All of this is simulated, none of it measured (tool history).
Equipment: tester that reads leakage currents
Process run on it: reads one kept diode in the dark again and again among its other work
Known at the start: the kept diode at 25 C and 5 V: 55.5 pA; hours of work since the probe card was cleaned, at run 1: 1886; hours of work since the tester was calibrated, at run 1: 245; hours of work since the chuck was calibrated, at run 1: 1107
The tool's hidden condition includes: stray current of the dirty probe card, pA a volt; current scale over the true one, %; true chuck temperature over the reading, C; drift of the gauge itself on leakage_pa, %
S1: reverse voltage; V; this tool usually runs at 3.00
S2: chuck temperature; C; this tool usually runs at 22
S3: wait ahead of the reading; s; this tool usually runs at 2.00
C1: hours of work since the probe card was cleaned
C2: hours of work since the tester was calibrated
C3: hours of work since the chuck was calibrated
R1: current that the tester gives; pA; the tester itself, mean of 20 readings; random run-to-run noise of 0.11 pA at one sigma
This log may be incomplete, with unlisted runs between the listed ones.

run    hour     S1  S2    S3    C1    C2    C3       R1
  1     0.0   3.00  22  2.00  1886   245  1107    45.14
  2    34.9   3.00  22  2.00  1910   270  1132    45.11
       49.3  -- chuck's temperature calibrated
  3   100.4   3.00  22  2.00  1956   315    36    37.45
  4   137.6   3.00  22  2.00  1982   342    63    37.79
  5   211.9   3.00  22  2.00  2035   394   116    38.39
  6   270.2   3.00  37  2.00  2076   436   157   128.47
  7   348.7   3.00  23  2.00  2132   492   213    42.23
  8   423.9   3.00  23  2.00  2186   545   266    43.08
  9   470.8   3.00  23  1.73  2219   579   300    43.21
 10   532.2   3.00  23  1.73  2263   622   343    43.83
 11   602.1   3.00  23  1.73  2312   672   393    44.42
 12   651.2   3.00  23  1.73  2347   707   428    44.91
 13   685.1   3.00  23  1.73  2371   731   452    45.04
 14   719.8   3.00  23  1.73  2396   756   477    45.08
 15   771.9   1.11  22  2.00  2433   793   514    22.95
 16   841.8   1.11  22  2.00  2483   842   564    23.05
 17   913.7   1.11  22  2.00  2534   894   615    23.57
 18   966.7  18.95  52  2.00  2572   931   652  1260.26
 19  1002.5   9.39  22  2.00  2597   957   678    91.60
 20  1048.6   9.39  22  2.00  2630   990   711    91.94
 21  1107.2   9.39  22  2.00  2672  1031   752    93.25
     1138.6  -- probe card cleaned and baked
 22  1187.1   3.28  54  8.78    34  1086   807   554.04
 23  1231.3   1.73  54  2.16    66  1117   838   392.51
 24  1270.9   1.73  54  2.16    94  1146   867   394.72
 25  1321.6   9.55  34  1.46   130  1182   903   209.72
 26  1387.4   6.07  21  0.98   177  1228   949    53.85
 27  1430.2   2.66  46  8.32   207  1259   980   275.50
 28  1512.7   2.66  46  8.32   266  1317  1039   280.09
 29  1589.1   2.66  46  8.32   320  1372  1093   283.06
 30  1629.0   1.25  22  2.00   349  1400  1121    25.28
     1656.9  -- chuck's temperature calibrated
 31  1673.9  16.34  30  5.72   379  1431    12   171.79

A few steps of R1 between consecutive runs. Split each: what settings, incoming material and random variation would produce without the hidden state, and what is left over for the hidden state, along with gauge scatter present in only one of the two compared results (measured, and without hidden state):
Run 17 -> 18: S1 1.11 -> 18.95, S2 22 -> 52. R1 +1236.69 pA: hidden state +161.40, all else +1075.29.
Run 18 -> 19: S1 18.95 -> 9.39, S2 52 -> 22. R1 -1168.66 pA: hidden state -135.32, all else -1033.34.
Run 21 -> 22: S1 9.39 -> 3.28, S2 22 -> 54, S3 2.00 -> 8.78, probe card cleaned and baked. R1 +460.79 pA: hidden state +34.56, all else +426.23.
Run 29 -> 30: S1 2.66 -> 1.25, S2 46 -> 22, S3 8.32 -> 2.00. R1 -257.78 pA: hidden state -43.49, all else -214.29.

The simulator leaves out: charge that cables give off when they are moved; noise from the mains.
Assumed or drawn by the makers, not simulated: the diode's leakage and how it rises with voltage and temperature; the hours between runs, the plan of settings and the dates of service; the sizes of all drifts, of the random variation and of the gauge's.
